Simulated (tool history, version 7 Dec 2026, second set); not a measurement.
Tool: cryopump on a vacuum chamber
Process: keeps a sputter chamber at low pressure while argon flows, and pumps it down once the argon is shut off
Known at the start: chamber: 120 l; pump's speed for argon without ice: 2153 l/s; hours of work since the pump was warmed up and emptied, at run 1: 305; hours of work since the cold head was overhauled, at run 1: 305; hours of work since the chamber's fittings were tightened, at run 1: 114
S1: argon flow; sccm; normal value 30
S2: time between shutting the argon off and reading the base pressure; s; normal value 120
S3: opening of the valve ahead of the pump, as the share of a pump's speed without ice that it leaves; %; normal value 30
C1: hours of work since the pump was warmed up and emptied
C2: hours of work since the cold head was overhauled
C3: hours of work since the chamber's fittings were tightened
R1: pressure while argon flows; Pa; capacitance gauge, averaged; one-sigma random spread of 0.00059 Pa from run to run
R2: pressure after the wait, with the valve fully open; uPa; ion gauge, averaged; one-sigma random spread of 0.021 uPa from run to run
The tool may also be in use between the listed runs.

run	hour	S1	S2	S3	C1	C2	C3	R1	R2
1	0	30	120	30	305	305	114	0.0821	0.43
2	15.4	30	120	30	313	313	123	0.0818	0.46
3	27.3	30	120	30	320	320	129	0.0818	0.46
4	42.8	30	120	30	328	328	138	0.0823	0.48
5	59.9	30	120	30	338	338	147	0.0818	0.45
6	81.7	30	120	30	350	350	159	0.0825	0.4
7	98	13	120	30	359	359	168	0.0362	0.46
8	123	30	120	30	373	373	182	0.0823	0.49
9	134.2	30	120	30	379	379	188	0.0835	0.49
10	155.2	22	138	30	390	390	200	0.0607	0.5
11	168.6	22	138	30	398	398	207	0.0619	0.5
12	192.2	22	138	30	411	411	220	0.0606	0.5
13	217	19	138	30	425	425	234	0.0518	0.52
14	242.8	54	58	53	439	439	248	0.0893	0.74
15	258.7	12	93	60	448	448	257	0.018	0.59
16	273	12	93	60	455	455	265	0.0172	0.61
17	283.7	30	54	51	461	461	271	0.0517	0.77
18	306.8	30	54	51	474	474	284	0.0519	0.81

4 options for the next run, each taken on its own from the tool as it stands now. Forecast them:
A	320.7	14	47	15	482	482	291	?	?
B	320.7	13	40	57	482	482	291	?	?
C	320.7	30	120	25	482	482	291	?	?
D	320.7	30	192	20	482	482	291	?	?

run	R1	R2
A	0.0762	0.86
B	0.0206	0.91
C	0.1	0.55
D	0.1223	0.53
The same runs, with their run-to-run variation unchanged, on a tool lacking any hidden condition would have given:
run	R1	R2
A	0.0736	0.58
B	0.0182	0.63
C	0.0944	0.28
D	0.1167	0.24
